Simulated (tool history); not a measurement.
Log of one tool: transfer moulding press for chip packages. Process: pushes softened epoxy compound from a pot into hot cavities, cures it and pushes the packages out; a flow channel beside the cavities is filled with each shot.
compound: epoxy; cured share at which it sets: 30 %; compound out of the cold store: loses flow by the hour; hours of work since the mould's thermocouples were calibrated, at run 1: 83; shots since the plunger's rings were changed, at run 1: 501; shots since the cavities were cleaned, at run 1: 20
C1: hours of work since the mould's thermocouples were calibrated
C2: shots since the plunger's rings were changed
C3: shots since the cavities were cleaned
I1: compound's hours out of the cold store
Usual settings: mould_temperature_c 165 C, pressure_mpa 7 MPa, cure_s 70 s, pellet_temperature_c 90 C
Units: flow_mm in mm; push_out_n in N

{"run": 1, "hour": 0.0, "mould_temperature_c": 165, "pressure_mpa": 7, "cure_s": 70, "pellet_temperature_c": 90, "C1": 83, "C2": 501, "C3": 20, "I1": 44.1, "flow_mm": 614, "push_out_n": 376}
{"run": 2, "hour": 64.6, "mould_temperature_c": 165, "pressure_mpa": 7, "cure_s": 70, "pellet_temperature_c": 90, "C1": 109, "C2": 1207, "C3": 726, "I1": 27, "flow_mm": 671, "push_out_n": 403}
{"hour": 91.2, "done": "cavities cleaned with cleaning compound and waxed"}
{"run": 3, "hour": 141.1, "mould_temperature_c": 165, "pressure_mpa": 7, "cure_s": 70, "pellet_temperature_c": 90, "C1": 140, "C2": 2027, "C3": 545, "I1": 8.3, "flow_mm": 745, "push_out_n": 434}
{"hour": 181.5, "done": "cavities cleaned with cleaning compound and waxed"}
{"run": 4, "hour": 208.5, "mould_temperature_c": 165, "pressure_mpa": 7, "cure_s": 70, "pellet_temperature_c": 90, "C1": 168, "C2": 2746, "C3": 295, "I1": 27.7, "flow_mm": 667, "push_out_n": 405}
{"hour": 274.2, "done": "cavities cleaned with cleaning compound and waxed"}
{"run": 5, "hour": 296.7, "mould_temperature_c": 165, "pressure_mpa": 7, "cure_s": 70, "pellet_temperature_c": 90, "C1": 204, "C2": 3694, "C3": 246, "I1": 30, "flow_mm": 657, "push_out_n": 410}
{"hour": 365.3, "done": "cavities cleaned with cleaning compound and waxed"}
{"run": 6, "hour": 380.6, "mould_temperature_c": 165, "pressure_mpa": 7, "cure_s": 95, "pellet_temperature_c": 90, "C1": 238, "C2": 4594, "C3": 168, "I1": 29.9, "flow_mm": 664, "push_out_n": 278}
{"hour": 411.4, "done": "plunger's sealing rings changed"}
{"run": 7, "hour": 433.9, "mould_temperature_c": 165, "pressure_mpa": 7, "cure_s": 95, "pellet_temperature_c": 90, "C1": 259, "C2": 246, "C3": 722, "I1": 35.2, "flow_mm": 637, "push_out_n": 293}
{"hour": 460.4, "done": "cavities cleaned with cleaning compound and waxed"}
{"run": 8, "hour": 513.5, "mould_temperature_c": 165, "pressure_mpa": 7, "cure_s": 70, "pellet_temperature_c": 90, "C1": 291, "C2": 1099, "C3": 580, "I1": 28.3, "flow_mm": 671, "push_out_n": 410}
{"hour": 551.8, "done": "cavities cleaned with cleaning compound and waxed"}
{"run": 9, "hour": 565.6, "mould_temperature_c": 161, "pressure_mpa": 7, "cure_s": 70, "pellet_temperature_c": 90, "C1": 312, "C2": 1652, "C3": 150, "I1": 16.3, "flow_mm": 726, "push_out_n": 526}
{"run": 10, "hour": 634.1, "mould_temperature_c": 161, "pressure_mpa": 7, "cure_s": 70, "pellet_temperature_c": 90, "C1": 340, "C2": 2400, "C3": 898, "I1": 18.2, "flow_mm": 717, "push_out_n": 545}
{"hour": 646.2, "done": "cavities cleaned with cleaning compound and waxed"}
{"run": 11, "hour": 678.8, "mould_temperature_c": 161, "pressure_mpa": 7, "cure_s": 70, "pellet_temperature_c": 90, "C1": 358, "C2": 2872, "C3": 355, "I1": 37.1, "flow_mm": 646, "push_out_n": 524}
{"hour": 739.7, "done": "cavities cleaned with cleaning compound and waxed"}
{"run": 12, "hour": 756.6, "mould_temperature_c": 161, "pressure_mpa": 7, "cure_s": 70, "pellet_temperature_c": 90, "C1": 390, "C2": 3707, "C3": 186, "I1": 31.8, "flow_mm": 670, "push_out_n": 529}
{"run": 13, "hour": 799.2, "mould_temperature_c": 161, "pressure_mpa": 7, "cure_s": 70, "pellet_temperature_c": 90, "C1": 407, "C2": 4172, "C3": 651, "I1": 23.8, "flow_mm": 690, "push_out_n": 553}
{"hour": 835.8, "done": "cavities cleaned with cleaning compound and waxed"}
{"hour": 871.2, "done": "plunger's sealing rings changed"}
{"run": 14, "hour": 875.1, "mould_temperature_c": 161, "pressure_mpa": 7, "cure_s": 70, "pellet_temperature_c": 90, "C1": 437, "C2": 43, "C3": 402, "I1": 44.3, "flow_mm": 616, "push_out_n": 492}
{"hour": 932.5, "done": "cavities cleaned with cleaning compound and waxed"}
{"run": 15, "hour": 950.6, "mould_temperature_c": 165, "pressure_mpa": 6.64, "cure_s": 50, "pellet_temperature_c": 96, "C1": 468, "C2": 852, "C3": 198, "I1": 33, "flow_mm": 631, "push_out_n": 840}
{"hour": 1024.2, "done": "cavities cleaned with cleaning compound and waxed"}
{"run": 16, "hour": 1024.2, "mould_temperature_c": 165, "pressure_mpa": 6.64, "cure_s": 50, "pellet_temperature_c": 96, "C1": 497, "C2": 1640, "C3": 0, "I1": 36, "flow_mm": 623, "push_out_n": 862}
{"hour": 1042.2, "done": "mould's thermocouples calibrated"}
{"run": 17, "hour": 1078.5, "mould_temperature_c": 165, "pressure_mpa": 8.07, "cure_s": 50, "pellet_temperature_c": 96, "C1": 15, "C2": 2211, "C3": 571, "I1": 35.2, "flow_mm": 688, "push_out_n": 830}
{"hour": 1118.2, "done": "cavities cleaned with cleaning compound and waxed"}
{"run": 18, "hour": 1160.5, "mould_temperature_c": 165, "pressure_mpa": 8.07, "cure_s": 50, "pellet_temperature_c": 96, "C1": 48, "C2": 3090, "C3": 462, "I1": 27, "flow_mm": 725, "push_out_n": 884}
{"run": 19, "hour": 1204.6, "mould_temperature_c": 165, "pressure_mpa": 6.67, "cure_s": 51, "pellet_temperature_c": 90, "C1": 67, "C2": 3572, "C3": 944, "I1": 30.9, "flow_mm": 645, "push_out_n": 898}
{"hour": 1211.3, "done": "cavities cleaned with cleaning compound and waxed"}
{"run": 20, "hour": 1294.8, "mould_temperature_c": 165, "pressure_mpa": 6.67, "cure_s": 51, "pellet_temperature_c": 90, "C1": 103, "C2": 4541, "C3": 912, "I1": 41.6, "flow_mm": 600, "push_out_n": 817}
{"hour": 1303.1, "done": "cavities cleaned with cleaning compound and waxed"}
{"hour": 1334.5, "done": "plunger's sealing rings changed"}
{"hour": 1399.0, "done": "cavities cleaned with cleaning compound and waxed"}
{"run": 21, "hour": 1399.0, "mould_temperature_c": 169, "pressure_mpa": 7, "cure_s": 102, "pellet_temperature_c": 92, "C1": 144, "C2": 689, "C3": 0, "I1": 14.8, "flow_mm": 707, "push_out_n": 277}
{"run": 22, "hour": 1480.7, "mould_temperature_c": 169, "pressure_mpa": 7, "cure_s": 102, "pellet_temperature_c": 92, "C1": 178, "C2": 1581, "C3": 892, "I1": 21.7, "flow_mm": 679, "push_out_n": 280}
{"hour": 1489.2, "done": "cavities cleaned with cleaning compound and waxed"}
{"run": 23, "hour": 1536.7, "mould_temperature_c": 165, "pressure_mpa": 6.08, "cure_s": 87, "pellet_temperature_c": 90, "C1": 200, "C2": 2177, "C3": 519, "I1": 43.6, "flow_mm": 573, "push_out_n": 306}
{"hour": 1582.5, "done": "cavities cleaned with cleaning compound and waxed"}
{"run": 24, "hour": 1586.0, "mould_temperature_c": 167, "pressure_mpa": 6.63, "cure_s": 66, "pellet_temperature_c": 98, "C1": 220, "C2": 2698, "C3": 38, "I1": 17.6, "flow_mm": 682, "push_out_n": 381}
{"hour": 1672.3, "done": "cavities cleaned with cleaning compound and waxed"}
{"run": 25, "hour": 1672.9, "mould_temperature_c": 167, "pressure_mpa": 6.18, "cure_s": 66, "pellet_temperature_c": 98, "C1": 255, "C2": 3631, "C3": 7, "I1": 12.4, "flow_mm": 671, "push_out_n": 410}

Run 26 comes next. What will it give?
{"run": 26, "hour": 1733.2, "mould_temperature_c": 159, "pressure_mpa": 5.81, "cure_s": 69, "pellet_temperature_c": 91, "C1": 280, "C2": 4290, "C3": 666, "I1": 16.3, "flow_mm": "?", "push_out_n": "?"}

flow_mm: 666 mm
push_out_n: 688 N
Without the tool's hidden state the same run would have given flow_mm 666 mm, push_out_n 681 N.

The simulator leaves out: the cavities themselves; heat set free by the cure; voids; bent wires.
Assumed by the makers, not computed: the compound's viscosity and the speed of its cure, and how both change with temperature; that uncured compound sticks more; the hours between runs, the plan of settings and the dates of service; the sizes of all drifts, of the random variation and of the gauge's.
